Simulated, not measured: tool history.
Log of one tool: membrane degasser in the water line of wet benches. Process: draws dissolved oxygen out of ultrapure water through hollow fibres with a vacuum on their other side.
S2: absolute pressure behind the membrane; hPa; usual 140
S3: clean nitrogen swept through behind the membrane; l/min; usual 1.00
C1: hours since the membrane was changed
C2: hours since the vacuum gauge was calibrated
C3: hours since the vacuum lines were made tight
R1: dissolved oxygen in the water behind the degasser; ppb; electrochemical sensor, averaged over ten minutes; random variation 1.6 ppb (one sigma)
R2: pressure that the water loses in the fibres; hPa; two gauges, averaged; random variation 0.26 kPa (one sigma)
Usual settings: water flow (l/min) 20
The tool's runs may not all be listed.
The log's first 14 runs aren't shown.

run 15 day=74.796 | water_flow_(l/min)=20 S2=140 S3=1.00 | C1=9227 C2=765 C3=9227 | R1=480.3 R2=711.7
-- day=78.212 vacuum gauge calibrated, once more
run 16 day=80.929 | water_flow_(l/min)=20 S2=140 S3=1.00 | C1=9374 C2=65 C3=9374 | R1=464.2 R2=711.6
run 17 day=85.162 | water_flow_(l/min)=20 S2=140 S3=1.00 | C1=9475 C2=167 C3=9475 | R1=471.5 R2=714.1
run 18 day=90.000 | water_flow_(l/min)=20 S2=140 S3=1.00 | C1=9592 C2=283 C3=9592 | R1=468.3 R2=713.5
run 19 day=96.875 | water_flow_(l/min)=20 S2=140 S3=1.00 | C1=9757 C2=448 C3=9757 | R1=472.6 R2=716.2
run 20 day=100.521 | water_flow_(l/min)=20 S2=140 S3=1.00 | C1=9844 C2=535 C3=9844 | R1=471.2 R2=711.8
run 21 day=106.704 | water_flow_(l/min)=17 S2=246 S3=1.00 | C1=9993 C2=684 C3=9993 | R1=779.3 R2=605.4
run 22 day=111.146 | water_flow_(l/min)=22 S2=168 S3=1.00 | C1=10099 C2=790 C3=10099 | R1=629.6 R2=785.1
run 23 day=115.133 | water_flow_(l/min)=20 S2=140 S3=0.80 | C1=10195 C2=886 C3=10195 | R1=562.6 R2=713.5
run 24 day=122.433 | water_flow_(l/min)=24 S2=140 S3=2.47 | C1=10370 C2=1061 C3=10370 | R1=254.6 R2=855.9
run 25 day=130.654 | water_flow_(l/min)=13 S2=200 S3=1.21 | C1=10567 C2=1259 C3=10567 | R1=424.2 R2=466.7
-- day=135.371 seals of the vacuum lines changed
run 26 day=135.371 | water_flow_(l/min)=13 S2=200 S3=2.25 | C1=10678 C2=1370 C3=0 | R1=230.4 R2=465.3
run 27 day=139.046 | water_flow_(l/min)=23 S2=140 S3=1.00 | C1=10767 C2=1458 C3=88 | R1=526.4 R2=819.8
run 28 day=145.300 | water_flow_(l/min)=22 S2=124 S3=0.87 | C1=10917 C2=1608 C3=238 | R1=484.9 R2=782.7
run 29 day=151.167 | water_flow_(l/min)=22 S2=124 S3=0.87 | C1=11058 C2=1749 C3=379 | R1=487.3 R2=787.7
run 30 day=156.542 | water_flow_(l/min)=20 S2=113 S3=1.38 | C1=11187 C2=1878 C3=508 | R1=268.8 R2=709.3
run 31 day=164.379 | water_flow_(l/min)=20 S2=113 S3=1.38 | C1=11375 C2=2066 C3=696 | R1=268.0 R2=718.9
run 32 day=168.800 | water_flow_(l/min)=20 S2=113 S3=1.38 | C1=11481 C2=2172 C3=802 | R1=271.3 R2=713.3

Forecast each of these 4 alternatives for the next run:
run A day=176.788 | water_flow_(l/min)=22 S2=205 S3=2.59 | C1=11672 C2=2364 C3=994 | R1=? R2=?
run B day=176.788 | water_flow_(l/min)=14 S2=118 S3=1.63 | C1=11672 C2=2364 C3=994 | R1=? R2=?
run C day=176.788 | water_flow_(l/min)=16 S2=94 S3=1.38 | C1=11672 C2=2364 C3=994 | R1=? R2=?
run D day=176.788 | water_flow_(l/min)=20 S2=113 S3=0.97 | C1=11672 C2=2364 C3=994 | R1=? R2=?

run=A R1=343.3 R2=785.6
run=B R1=176.9 R2=498.3
run=C R1=170.9 R2=576.6
run=D R1=366.0 R2=716.4
Without the tool's hidden state the same runs would have given:
run=A R1=339.8 R2=760.7
run=B R1=174.2 R2=482.4
run=C R1=167.5 R2=558.5
run=D R1=360.6 R2=693.8

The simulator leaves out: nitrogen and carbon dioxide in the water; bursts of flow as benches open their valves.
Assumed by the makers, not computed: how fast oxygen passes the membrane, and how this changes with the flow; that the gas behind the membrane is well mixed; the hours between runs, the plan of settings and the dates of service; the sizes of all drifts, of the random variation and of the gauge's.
